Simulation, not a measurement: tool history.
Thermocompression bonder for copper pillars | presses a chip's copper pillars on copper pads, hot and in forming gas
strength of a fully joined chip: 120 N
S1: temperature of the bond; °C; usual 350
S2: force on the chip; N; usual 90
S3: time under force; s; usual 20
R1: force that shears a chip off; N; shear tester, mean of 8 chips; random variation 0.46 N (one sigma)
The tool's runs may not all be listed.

run   hour   S1   S2  S3    R1
  1      0  350   90  20    48
  2   12.4  350   90  20  47.5
  3   21.7  350   90  20  47.8
      31.8  -- forming gas filter changed
  4   31.8  350   90  20    52
  5   38.3  322   90  20  37.4
  6   46.3  322   90  20  37.3
      48.5  -- force cell calibrated
  7   55.4  373   90  20  62.8
  8   64.8  373   90  20  64.5
  9     79  373   90  20  63.3
 10   89.9  350   90  20  50.5
 11  103.4  350   90  20    50
 12  115.1  350   81  12  38.2
 13    125  363   66  27  52.1
     135.5  -- force cell calibrated, once more
 14  136.2  363   66  27  52.9
 15  145.2  363   66  27  53.9
 16  154.6  370   93  16  56.9
 17    164  346  111  15    49
 18    175  363  111  15  57.3

Forecast run 19:
 19  190.6  379  123  47   ?

{"run 19": {"R1": 90.9}}
Without the tool's hidden state the same run would have given R1 95.9 N.
